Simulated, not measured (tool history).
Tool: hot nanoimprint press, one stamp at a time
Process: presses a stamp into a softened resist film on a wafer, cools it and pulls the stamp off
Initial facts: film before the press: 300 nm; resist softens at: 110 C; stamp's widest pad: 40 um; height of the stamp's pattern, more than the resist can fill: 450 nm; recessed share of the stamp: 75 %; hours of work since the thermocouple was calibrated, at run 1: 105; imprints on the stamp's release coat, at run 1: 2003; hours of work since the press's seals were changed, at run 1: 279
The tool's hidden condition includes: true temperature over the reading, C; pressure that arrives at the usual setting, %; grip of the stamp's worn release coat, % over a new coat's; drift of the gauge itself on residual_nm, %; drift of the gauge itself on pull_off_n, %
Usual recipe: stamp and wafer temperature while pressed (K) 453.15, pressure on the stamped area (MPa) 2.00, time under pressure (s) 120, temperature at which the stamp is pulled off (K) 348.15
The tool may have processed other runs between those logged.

run	day	stamp and wafer temperature while pressed (K)	pressure on the stamped area (MPa)	time under pressure (s)	temperature at which the stamp is pulled off (K)	hours of work since the thermocouple was calibrated	imprints on the stamp's release coat	hours of work since the press's seals were changed	resist left under the stamp's widest pad (angstrom)	greatest force while the stamp is pulled off (N)
1	0.000	453.15	2.00	120	348.15	105	2003	279	1308	207
2	1.733	453.15	2.00	120	348.15	129	2106	303	1302	207
3	3.004	453.15	2.00	120	351.15	147	2182	321	1334	194
4	3.879	453.15	2.00	120	351.15	159	2234	334	1328	202
# day 5.329: stamp cleaned and given a new release coat
5	5.946	458.15	2.00	120	348.15	184	37	359	1052	150
6	7.929	458.15	2.00	120	348.15	212	155	387	1063	156
# day 8.138: plate thermocouple calibrated
7	9.238	458.15	1.64	120	348.15	15	226	403	1207	150
8	11.104	458.15	1.64	120	348.15	42	337	430	1201	162
9	12.117	458.15	1.64	120	348.15	56	397	444	1223	164
10	13.058	458.15	1.64	120	348.15	69	453	457	1223	165
11	14.108	458.15	1.64	120	348.15	84	516	472	1230	167
12	15.425	459.15	2.37	209	342.15	102	594	490	781	200
13	16.358	456.15	2.37	158	347.15	115	649	503	992	169
# day 17.658: plate thermocouple calibrated, once more
14	18.071	449.15	2.37	158	349.15	6	744	526	1300	161
15	18.862	453.15	1.64	175	348.15	17	791	537	1281	170
16	20.696	444.15	1.79	120	348.15	43	900	562	2039	172
17	21.879	447.15	1.71	198	342.15	59	971	579	1573	198

Forecast run 18:
18	23.167	442.15	3.15	198	349.15	77	1047	597	?	?

resist left under the stamp's widest pad (angstrom): 1487
greatest force while the stamp is pulled off (N): 169
With the hidden condition absent and the run-to-run variation left alone, this run would have shown resist left under the stamp's widest pad (angstrom) 1428, greatest force while the stamp is pulled off (N) 140.
